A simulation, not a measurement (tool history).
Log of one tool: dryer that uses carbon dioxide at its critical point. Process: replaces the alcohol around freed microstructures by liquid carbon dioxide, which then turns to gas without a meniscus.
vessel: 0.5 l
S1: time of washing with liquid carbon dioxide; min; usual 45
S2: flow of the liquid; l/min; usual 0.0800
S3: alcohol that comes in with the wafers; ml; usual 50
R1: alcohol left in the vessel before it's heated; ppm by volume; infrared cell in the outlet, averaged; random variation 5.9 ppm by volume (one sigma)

run   hour  S1      S2  S3    R1
  1    0.0  45  0.0800  50   379
  2   10.9  45  0.0800  50   383
      13.5  -- inlet filter changed
  3   23.3  45  0.0800  50   217
  4   35.5  45  0.0800  50   217
  5   49.1  45  0.0800  87   374
  6   57.3  36  0.0800  50   723
  7   66.2  36  0.0800  50   733
  8   84.9  33  0.0855  69  1128
  9  102.3  33  0.0855  69  1151
 10  115.6  33  0.0855  69  1173
 11  135.2  46  0.0559  50  1229
 12  149.0  28  0.1016  82  1409
 13  163.6  40  0.0840  54   404

5 ways to go on from here, each from the tool as it stands after run 13. What would each give?
  A  176.4  43  0.0533   44   ?
  B  176.4  40  0.0840  107   ?
  C  176.4  40  0.0847   23   ?
  D  176.4  42  0.0800   50   ?
  E  176.4  31  0.0556   53   ?

run    R1
  A  1769
  B   762
  C   161
  D   367
  E  5716
Without the tool's hidden state the same runs would have given:
run    R1
  A  1603
  B   659
  C   136
  D   315
  E  5312

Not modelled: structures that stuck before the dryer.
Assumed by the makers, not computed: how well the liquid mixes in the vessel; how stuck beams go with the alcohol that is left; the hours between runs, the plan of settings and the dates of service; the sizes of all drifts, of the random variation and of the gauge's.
